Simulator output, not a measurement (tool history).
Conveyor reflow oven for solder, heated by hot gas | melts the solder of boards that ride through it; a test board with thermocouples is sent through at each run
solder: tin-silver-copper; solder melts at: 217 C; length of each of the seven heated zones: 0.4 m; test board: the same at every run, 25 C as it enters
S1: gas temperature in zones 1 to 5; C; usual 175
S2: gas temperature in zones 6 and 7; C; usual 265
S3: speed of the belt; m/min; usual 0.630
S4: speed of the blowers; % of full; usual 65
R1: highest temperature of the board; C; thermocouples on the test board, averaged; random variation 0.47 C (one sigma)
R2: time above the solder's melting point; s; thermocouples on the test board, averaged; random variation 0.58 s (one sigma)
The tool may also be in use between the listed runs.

{"run": 1, "hour": 0.0, "S1": 175, "S2": 265, "S3": 0.63, "S4": 65, "R1": 240.8, "R2": 43.4}
{"run": 2, "hour": 5.7, "S1": 175, "S2": 265, "S3": 0.63, "S4": 65, "R1": 239.7, "R2": 43.1}
{"run": 3, "hour": 14.0, "S1": 175, "S2": 265, "S3": 0.63, "S4": 65, "R1": 240.2, "R2": 43.9}
{"run": 4, "hour": 26.0, "S1": 175, "S2": 265, "S3": 0.63, "S4": 65, "R1": 240.2, "R2": 44.2}
{"run": 5, "hour": 36.5, "S1": 175, "S2": 265, "S3": 0.63, "S4": 65, "R1": 239.9, "R2": 44.1}
{"run": 6, "hour": 50.1, "S1": 175, "S2": 265, "S3": 0.63, "S4": 65, "R1": 239.7, "R2": 44.7}
{"run": 7, "hour": 58.4, "S1": 175, "S2": 265, "S3": 0.63, "S4": 65, "R1": 239.3, "R2": 44.3}
{"run": 8, "hour": 68.1, "S1": 184, "S2": 265, "S3": 0.63, "S4": 65, "R1": 241.8, "R2": 49.3}
{"run": 9, "hour": 81.1, "S1": 175, "S2": 271, "S3": 0.63, "S4": 65, "R1": 244.9, "R2": 48.6}
{"run": 10, "hour": 92.4, "S1": 175, "S2": 271, "S3": 0.63, "S4": 65, "R1": 243.9, "R2": 47.7}
{"run": 11, "hour": 102.0, "S1": 175, "S2": 265, "S3": 0.713, "S4": 86, "R1": 240.0, "R2": 39.0}
{"run": 12, "hour": 116.4, "S1": 175, "S2": 269, "S3": 0.591, "S4": 68, "R1": 249.2, "R2": 59.3}
{"run": 13, "hour": 128.1, "S1": 175, "S2": 265, "S3": 0.63, "S4": 57, "R1": 239.9, "R2": 45.3}
{"run": 14, "hour": 135.2, "S1": 177, "S2": 264, "S3": 0.714, "S4": 81, "R1": 243.6, "R2": 43.7}
{"run": 15, "hour": 148.3, "S1": 173, "S2": 265, "S3": 0.567, "S4": 65, "R1": 246.8, "R2": 58.0}
{"run": 16, "hour": 160.7, "S1": 186, "S2": 267, "S3": 0.567, "S4": 66, "R1": 250.2, "R2": 69.2}
{"run": 17, "hour": 172.8, "S1": 160, "S2": 267, "S3": 0.567, "S4": 66, "R1": 245.6, "R2": 51.6}
{"run": 18, "hour": 185.9, "S1": 181, "S2": 279, "S3": 0.604, "S4": 58, "R1": 254.8, "R2": 63.7}
{"run": 19, "hour": 196.1, "S1": 175, "S2": 265, "S3": 0.63, "S4": 64, "R1": 241.5, "R2": 47.0}
{"run": 20, "hour": 207.5, "S1": 175, "S2": 258, "S3": 0.712, "S4": 78, "R1": 236.3, "R2": 37.2}

Taken out of this log: 1 entry between the listed runs. Where each belongs, and how the hidden state differs across it:
Between runs 11 and 12: flux residue cleaned out of gas plates and filters (hour 108.8)
  heat that the gas passes to the board, % of a clean oven's: 86.6 -> 99.4; belt's true speed, % of the reading: 98.48 -> 98.46; true gas temperature in zones 6 and 7 over the reading, C: -0.54 -> -0.56
  measured less the result without the state, R1: -4.9 -> -0.1 C; R2: -5.0 -> +0.9 s
